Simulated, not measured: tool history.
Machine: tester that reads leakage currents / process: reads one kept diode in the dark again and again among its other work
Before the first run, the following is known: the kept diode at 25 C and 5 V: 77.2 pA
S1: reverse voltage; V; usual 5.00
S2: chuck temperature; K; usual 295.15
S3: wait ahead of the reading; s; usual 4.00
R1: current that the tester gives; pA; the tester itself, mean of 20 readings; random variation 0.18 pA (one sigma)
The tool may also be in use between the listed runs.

run,hour,S1,S2,S3,R1
1,0.0,5.00,295.15,4.00,56.47
2,190.0,5.00,295.15,4.00,56.41
3,359.2,5.00,295.15,4.00,55.76
4,480.2,5.00,295.15,4.00,55.78
5,707.7,5.00,295.15,4.00,55.64
6,927.6,5.00,295.15,4.00,55.19
7,1098.4,5.00,295.15,4.00,54.91
8,1325.4,5.00,294.15,4.00,50.12
# hour 1493.2: chuck's temperature calibrated
9,1515.3,5.00,295.15,0.42,64.14
10,1608.6,5.00,295.15,0.42,64.33
11,1715.1,5.00,328.15,4.00,915.24
12,1937.7,5.00,328.15,4.00,905.00
13,2077.1,5.00,328.15,4.00,900.49
14,2249.0,5.00,295.15,4.00,61.40
15,2352.7,5.00,295.15,4.00,61.27
16,2569.4,5.00,295.15,4.00,60.91
17,2667.9,4.39,303.15,4.00,111.41
18,2802.6,5.00,315.15,1.31,321.99
19,2990.2,4.20,295.15,1.44,54.53
20,3094.4,4.20,295.15,1.44,54.18
21,3210.6,5.00,295.15,4.00,60.24
# hour 3267.2: probe card cleaned and baked
# hour 3328.2: tester calibrated
22,3366.8,9.88,295.15,1.15,81.01
23,3577.4,9.88,295.15,1.15,80.92
24,3754.3,2.39,306.15,9.16,94.77
25,3886.9,2.39,306.15,9.16,94.22
26,4024.8,5.00,295.15,0.61,54.68
27,4180.2,4.03,298.15,1.28,62.57
28,4279.8,1.27,295.15,2.96,24.63
29,4447.6,1.27,295.15,2.96,24.32

Forecast each of these 4 alternatives for the next run:
A,4568.9,12.43,295.15,4.00,?
B,4568.9,5.88,295.15,1.02,?
C,4568.9,1.27,296.15,2.96,?
D,4568.9,3.21,295.15,2.96,?

run,R1
A,90.07
B,59.00
C,26.40
D,40.87
With no hidden state in the tool, these same runs would have given:
run,R1
A,98.92
B,65.38
C,29.66
D,45.61

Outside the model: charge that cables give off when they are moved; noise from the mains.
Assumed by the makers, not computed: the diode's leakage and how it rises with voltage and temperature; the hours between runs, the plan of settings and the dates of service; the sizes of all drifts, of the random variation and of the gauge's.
